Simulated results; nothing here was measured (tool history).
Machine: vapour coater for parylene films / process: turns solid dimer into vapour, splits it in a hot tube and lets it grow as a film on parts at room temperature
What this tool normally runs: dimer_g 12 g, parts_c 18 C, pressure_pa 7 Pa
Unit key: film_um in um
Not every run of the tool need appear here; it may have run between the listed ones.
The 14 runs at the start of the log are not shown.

run,hour,dimer_g,parts_c,pressure_pa,film_um
15,256.5,12,18,2.51,2.94
16,279.7,12,18,2.51,2.86
17,295,18,18,7,4
18,310.6,18,18,7,4
19,334.9,18,18,7,3.95
20,359.6,12,18,3.08,2.82
21,377.6,12,18,3.08,2.85
22,403.2,12,18,4.61,2.74
# hour 405.7: table's thermometer calibrated
23,429,12,22,11.84,2.28
24,453,7,22,4.42,1.41
25,474.5,11,23,5.53,2.14
26,495,11,23,5.53,2.19
27,508.7,11,23,5.53,2.18

The next listed run, before its measurement:
28,522,10,21,9.45,?

{"run 28": {"film_um": 1.97}}
On a tool with no hidden condition, and with the same random variation, this run would have come out at film_um 2.1 um.
